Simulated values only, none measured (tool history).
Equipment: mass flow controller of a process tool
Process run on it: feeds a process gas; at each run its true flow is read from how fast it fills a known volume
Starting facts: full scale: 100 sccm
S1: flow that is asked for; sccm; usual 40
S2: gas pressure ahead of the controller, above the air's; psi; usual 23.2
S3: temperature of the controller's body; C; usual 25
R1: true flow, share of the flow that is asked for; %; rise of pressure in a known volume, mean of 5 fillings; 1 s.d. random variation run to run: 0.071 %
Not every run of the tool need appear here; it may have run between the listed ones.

| run | hour | S1 | S2 | S3 | R1 |
|---|---|---|---|---|---|
| 1 | 0.0 | 40 | 23.2 | 25 | 100.52 |
| 2 | 65.9 | 40 | 30.6 | 25 | 100.00 |
| 3 | 137.7 | 40 | 30.6 | 25 | 100.05 |
| 4 | 197.3 | 40 | 30.6 | 25 | 100.10 |
| 5 | 279.6 | 40 | 30.6 | 25 | 100.31 |
| 6 | 327.2 | 40 | 23.2 | 25 | 100.58 |
| 7 | 407.9 | 40 | 23.2 | 25 | 100.58 |
| 8 | 479.9 | 40 | 23.2 | 25 | 100.61 |
| 9 | 543.5 | 29 | 23.2 | 25 | 101.01 |
| 10 | 579.8 | 14 | 23.2 | 25 | 102.49 |
| 11 | 654.4 | 14 | 23.2 | 25 | 103.16 |
| 12 | 692.0 | 11 | 23.2 | 30 | 104.84 |
| 13 | 757.2 | 35 | 35.2 | 32 | 101.26 |
| 14 | 795.6 | 13 | 26.7 | 22 | 103.17 |
| 15 | 875.5 | 13 | 26.7 | 38 | 105.00 |

Between the runs listed above, the log contained 1 entry, not reproduced here. Where in the sequence does each belong, and how does what the log doesn't record of the tool's condition differ from the listed run before to the listed run after?
Between runs 10 and 11: controller's zero set anew (hour 584.7)
  flow at rest that the sensor doesn't see, % of full scale: 0.441 -> 0.545; true flow over the shown one, %: -0.07 -> -0.08
  measured less the result without the state, R1: +3.08 -> +3.82 %
